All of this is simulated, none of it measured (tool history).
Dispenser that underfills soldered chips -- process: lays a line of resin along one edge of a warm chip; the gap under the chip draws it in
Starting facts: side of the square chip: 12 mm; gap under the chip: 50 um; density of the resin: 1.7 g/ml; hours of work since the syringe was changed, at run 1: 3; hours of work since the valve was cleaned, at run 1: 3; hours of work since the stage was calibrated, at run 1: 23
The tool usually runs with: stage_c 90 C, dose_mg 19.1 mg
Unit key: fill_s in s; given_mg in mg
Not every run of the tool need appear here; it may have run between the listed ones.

run,day,stage_c,dose_mg,hours of work since the syringe was changed,hours of work since the valve was cleaned,hours of work since the stage was calibrated,fill_s,given_mg
1,0,90,19.1,3,3,23,252.6,19.17
2,0.129,90,22.1,5,5,25,275.7,21.97
3,0.321,90,22.1,9,9,28,327.1,21.87
# day 0.388: new syringe of resin
4,0.55,90,22.1,3,13,32,247.3,21.69
5,0.696,90,19.3,5,15,35,283.3,19.08
6,0.808,90,19.3,7,17,37,311.5,19.16
# day 0.954: new syringe of resin
7,0.983,90,19.3,1,20,40,230.1,18.85
8,1.212,90,24.3,5,24,44,268.7,23.75
9,1.404,90,24.3,8,28,47,318.3,23.53
# day 1.533: new syringe of resin
10,1.646,90,19.1,2,32,51,247.8,18.56
11,1.862,90,19.8,6,35,55,294,18.96
12,2.071,90,19.8,9,39,59,349.7,18.97
# day 2.1: new syringe of resin
13,2.254,104,19.1,3,42,61,131.8,18.41
14,2.362,104,19.1,5,44,63,145.4,18.5
15,2.546,80,19.1,8,47,67,530.5,18.14
16,2.646,80,19.1,10,49,68,570.7,18.3
# day 2.675: new syringe of resin
17,2.775,86,23.8,2,51,71,292.3,22.58
18,2.883,86,23.8,4,53,72,324.4,22.61
19,3.062,77,20.8,7,56,76,593.7,19.72
# day 3.25: new syringe of resin
20,3.275,101,20.1,0,60,79,136.6,18.93
21,3.479,91,19.4,4,63,83,265.3,18.18
# day 3.558: dispensing valve cleaned and set on the balance
22,3.75,82,16.8,8,3,87,513.4,16.67
# day 3.862: new syringe of resin
23,3.967,82,16.8,2,7,90,372.4,16.56

4 options for the next run, each taken on its own from the tool as it stands now. Forecast them:
A,4.2,77,23.7,6,11,94,?,?
B,4.2,84,22.8,6,11,94,?,?
C,4.2,94,23.7,6,11,94,?,?
D,4.2,84,16.9,6,11,94,?,?

run,fill_s,given_mg
A,554.2,23.53
B,387.5,22.49
C,235.9,23.4
D,406.6,16.67
Without the tool's unlogged condition, the same runs would have read:
run,fill_s,given_mg
A,407.8,23.78
B,285.5,22.73
C,174,23.65
D,298.9,16.85
